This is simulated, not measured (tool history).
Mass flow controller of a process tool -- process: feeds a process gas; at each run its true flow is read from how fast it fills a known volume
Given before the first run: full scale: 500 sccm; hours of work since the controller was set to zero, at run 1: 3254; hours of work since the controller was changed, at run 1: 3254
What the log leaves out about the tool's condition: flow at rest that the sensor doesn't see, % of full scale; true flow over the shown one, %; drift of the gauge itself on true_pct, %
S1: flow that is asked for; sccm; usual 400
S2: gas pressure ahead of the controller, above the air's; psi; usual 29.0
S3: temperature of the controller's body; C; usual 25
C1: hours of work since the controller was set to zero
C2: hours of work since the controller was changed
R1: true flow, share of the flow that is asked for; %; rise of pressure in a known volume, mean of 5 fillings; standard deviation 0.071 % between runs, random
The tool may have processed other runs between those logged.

| run | hour | S1 | S2 | S3 | C1 | C2 | R1 |
|---|---|---|---|---|---|---|---|
| 1 | 0.0 | 400 | 29.0 | 25 | 3254 | 3254 | 99.46 |
| 2 | 216.6 | 400 | 29.0 | 25 | 3412 | 3412 | 99.44 |
| 3 | 314.7 | 400 | 29.0 | 25 | 3484 | 3484 | 99.46 |
| 4 | 451.5 | 400 | 29.0 | 25 | 3583 | 3583 | 99.52 |
| 5 | 675.5 | 400 | 29.0 | 25 | 3747 | 3747 | 99.44 |
| 6 | 849.2 | 400 | 31.3 | 25 | 3873 | 3873 | 99.59 |
| 7 | 1014.9 | 400 | 31.3 | 25 | 3994 | 3994 | 99.57 |
| 8 | 1201.9 | 400 | 31.3 | 25 | 4131 | 4131 | 99.56 |
| 9 | 1361.8 | 400 | 31.3 | 25 | 4247 | 4247 | 99.69 |
| 10 | 1507.9 | 400 | 31.3 | 25 | 4354 | 4354 | 99.64 |
| 11 | 1635.5 | 400 | 31.3 | 25 | 4447 | 4447 | 99.57 |
| 12 | 1759.2 | 400 | 29.0 | 25 | 4537 | 4537 | 99.41 |
| 13 | 1976.7 | 400 | 29.0 | 25 | 4696 | 4696 | 99.45 |
| 14 | 2166.7 | 400 | 29.0 | 22 | 4835 | 4835 | 99.75 |
| 15 | 2363.6 | 393 | 28.3 | 22 | 4978 | 4978 | 99.69 |
| 16 | 2537.8 | 393 | 28.3 | 22 | 5105 | 5105 | 99.57 |
| 17 | 2684.8 | 63 | 29.6 | 37 | 5212 | 5212 | 96.70 |
| 18 | 2894.7 | 104 | 29.0 | 37 | 5366 | 5366 | 96.85 |
| 19 | 3067.2 | 104 | 29.0 | 37 | 5491 | 5491 | 96.87 |
| 20 | 3264.5 | 104 | 29.0 | 37 | 5635 | 5635 | 96.93 |
| 21 | 3407.5 | 104 | 29.0 | 37 | 5740 | 5740 | 96.87 |
| 22 | 3498.5 | 70 | 25.4 | 25 | 5806 | 5806 | 97.50 |
| 23 | 3598.7 | 96 | 25.2 | 40 | 5879 | 5879 | 96.43 |
| 24 | 3777.5 | 96 | 25.2 | 40 | 6009 | 6009 | 96.39 |
| 25 | 3894.0 | 56 | 29.0 | 25 | 6094 | 6094 | 97.56 |
| 26 | 3984.9 | 136 | 32.9 | 31 | 6161 | 6161 | 97.72 |
| 27 | 4088.5 | 215 | 38.4 | 33 | 6236 | 6236 | 98.30 |
| 28 | 4274.1 | 146 | 29.0 | 25 | 6372 | 6372 | 98.13 |

4 ways to go on from here, each from the tool as it stands after run 28. What would each give?
| A | 4434.8 | 65 | 32.1 | 25 | 6489 | 6489 | ? |
| B | 4434.8 | 72 | 29.0 | 25 | 6489 | 6489 | ? |
| C | 4434.8 | 97 | 27.1 | 29 | 6489 | 6489 | ? |
| D | 4434.8 | 146 | 21.2 | 25 | 6489 | 6489 | ? |

| run | R1 |
|---|---|
| A | 97.88 |
| B | 97.76 |
| C | 97.37 |
| D | 97.55 |
With no hidden state in the tool, these same runs would have given:
| run | R1 |
|---|---|
| A | 97.91 |
| B | 97.78 |
| C | 97.38 |
| D | 97.56 |

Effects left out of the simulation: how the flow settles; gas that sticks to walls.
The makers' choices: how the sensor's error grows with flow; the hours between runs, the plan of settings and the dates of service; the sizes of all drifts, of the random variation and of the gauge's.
